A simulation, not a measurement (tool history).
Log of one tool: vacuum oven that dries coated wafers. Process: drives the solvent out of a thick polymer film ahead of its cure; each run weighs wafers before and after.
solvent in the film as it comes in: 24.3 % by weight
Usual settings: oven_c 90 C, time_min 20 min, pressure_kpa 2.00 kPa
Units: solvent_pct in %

run	hour	oven_c	time_min	pressure_kpa	solvent_pct
1	0.0	90	20	2.00	3.31
2	35.4	90	14	2.00	4.52
3	76.2	90	20	2.00	3.26
4	106.8	90	20	2.00	3.28
5	144.5	90	20	2.00	3.14
6	183.4	90	20	2.00	3.20
7	214.7	90	20	2.00	3.29
8	236.7	90	20	2.00	3.38
9	279.4	90	20	2.00	3.14
10	327.3	90	20	2.00	3.17
11	359.6	93	20	2.00	2.73
12	383.6	93	20	2.00	2.62
13	417.8	90	17	2.00	3.77
14	442.7	90	17	2.00	3.69
15	475.0	90	17	2.00	3.84
16	500.8	90	17	2.00	3.77
17	529.1	90	17	2.00	3.83
18	550.1	90	20	2.00	3.19
19	585.6	90	20	1.03	2.18
20	636.0	96	17	2.10	2.45
21	661.7	77	18	2.92	10.00
22	684.8	77	18	2.92	10.37
23	716.5	79	20	7.38	15.44
24	752.0	79	26	1.08	4.24
# hour 757.5: vacuum gauge cleaned of residue and calibrated
25	777.4	79	26	1.08	4.36
26	818.2	79	10	3.48	13.04
27	843.3	86	14	1.92	5.85
28	875.2	86	26	7.15	10.27
# hour 889.1: vacuum gauge cleaned of residue and calibrated, once more
29	921.6	96	20	1.22	1.43
30	949.6	89	10	1.54	6.12
31	972.3	75	20	2.55	9.70
32	1007.2	84	15	1.85	5.95
33	1038.2	88	13	1.24	4.51
34	1062.8	88	11	4.96	9.52
35	1102.1	88	11	4.96	9.49
36	1130.6	88	11	4.96	9.43
37	1169.9	81	36	1.71	3.38

3 ways to go on from here, each from the tool as it stands after run 37. What would each give?
A	1192.7	90	33	4.54	?
B	1192.7	83	36	2.16	?
C	1192.7	95	15	2.00	?

run	solvent_pct
A	5.31
B	3.64
C	2.72
Without the tool's hidden state the same runs would have given:
run	solvent_pct
A	5.37
B	3.69
C	2.78

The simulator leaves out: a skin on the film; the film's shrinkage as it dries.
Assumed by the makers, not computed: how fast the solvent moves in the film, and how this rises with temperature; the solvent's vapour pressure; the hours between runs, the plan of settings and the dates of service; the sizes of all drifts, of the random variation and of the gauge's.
